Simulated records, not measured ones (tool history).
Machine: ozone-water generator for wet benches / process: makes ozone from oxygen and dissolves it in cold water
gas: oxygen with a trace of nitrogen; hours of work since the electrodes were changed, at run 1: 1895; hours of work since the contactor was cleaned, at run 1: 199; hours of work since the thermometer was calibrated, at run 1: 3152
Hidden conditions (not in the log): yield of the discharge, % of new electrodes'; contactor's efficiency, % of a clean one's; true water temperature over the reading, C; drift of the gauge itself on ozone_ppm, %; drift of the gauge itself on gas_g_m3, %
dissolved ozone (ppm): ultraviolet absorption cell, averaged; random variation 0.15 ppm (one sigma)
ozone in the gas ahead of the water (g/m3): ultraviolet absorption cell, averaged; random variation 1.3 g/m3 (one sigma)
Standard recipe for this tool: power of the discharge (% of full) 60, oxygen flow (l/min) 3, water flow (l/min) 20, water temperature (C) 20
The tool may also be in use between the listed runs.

run,hour,power of the discharge (% of full),oxygen flow (l/min),water flow (l/min),water temperature (C),hours of work since the electrodes were changed,hours of work since the contactor was cleaned,hours of work since the thermometer was calibrated,dissolved ozone (ppm),ozone in the gas ahead of the water (g/m3)
1,0,60,3,20,20,1895,199,3152,19.3,243.4
2,107.8,60,3,20,20,1991,295,3247,19.1,242.9
3,160.6,60,3,20,20,2038,342,3294,19.3,242.6
4,207.8,60,3,20,20,2080,384,3336,19.3,243.4
5,269.4,60,3,20,20,2135,438,3391,19.1,243.4
6,335.9,60,3,20,20,2194,497,3450,18.9,243.5
7,436.5,60,3,20,20,2283,587,3539,19.2,244.6
8,523.1,60,3,20,20,2360,664,3616,19.1,243.6
9,578.2,60,3,20,20,2409,712,3665,19.1,244.2
10,653.1,60,3,20,23,2475,779,3732,18.6,246.4
11,725.9,60,3,20,23,2540,844,3796,18.7,245.6
12,786.4,60,3,20,20,2594,897,3850,18.8,246.6
13,882.5,60,3,20,20,2679,983,3935,19.4,244.5
14,939.8,60,3,20,20,2730,1034,3986,19,246.3
15,994.4,60,3,20,20,2779,1082,4035,18.9,244.6
# hour 1046.4: water thermometer calibrated
16,1068.6,60,3,20,20,2844,1148,20,19.1,243.9
17,1135.1,75,3,20,20,2903,1207,79,22.6,286.2
18,1207.2,76,3,20,20,2967,1271,143,22.3,291.4
19,1252.5,60,4.66,20,20,3007,1311,183,20.8,203.5
20,1357.5,69,4.66,20,20,3101,1404,276,23,227.1
21,1464.1,47,5.38,30,15,3195,1499,371,13.9,161.7
22,1549.6,47,5.38,30,15,3271,1575,447,14,159.6
23,1602.6,43,3.31,23,15,3318,1622,494,14.5,185.7
24,1667.7,43,3.31,23,15,3376,1680,552,14.6,186.8
25,1770.1,68,2.25,20,20,3467,1771,643,19.3,307.6
26,1813.9,60,3,18,20,3506,1810,682,20.7,246.5
27,1874,60,1.75,18,20,3559,1863,735,18.1,310.2
28,1924.6,52,1.63,19,12,3604,1908,780,16,290.3
29,2020.9,83,4.02,22,18,3690,1993,866,24.1,275
30,2110.7,40,3.67,17,28,3770,2073,945,15,170.1
31,2172.8,40,1.99,26,28,3825,2128,1000,9.3,221.2
32,2266.5,45,2.85,20,18,3908,2212,1084,15.9,206.1
33,2320.5,60,4.87,28,20,3956,2260,1132,15.9,201.5

4 options for the next run, each taken on its own from the tool as it stands now. Forecast them:
A,2376.3,57,3,20,15,4006,2309,1181,?,?
B,2376.3,60,1.53,28,20,4006,2309,1181,?,?
C,2376.3,47,3,14,26,4006,2309,1181,?,?
D,2376.3,60,3,20,21,4006,2309,1181,?,?

run,dissolved ozone (ppm),ozone in the gas ahead of the water (g/m3)
A,19.3,238.7
B,11.3,332.5
C,19.4,207.7
D,18.9,247.5
The same runs, with their run-to-run variation unchanged, on a tool lacking any hidden condition would have given:
run,dissolved ozone (ppm),ozone in the gas ahead of the water (g/m3)
A,19.3,233.9
B,11.3,325.9
C,19.5,203.5
D,18.9,242.5
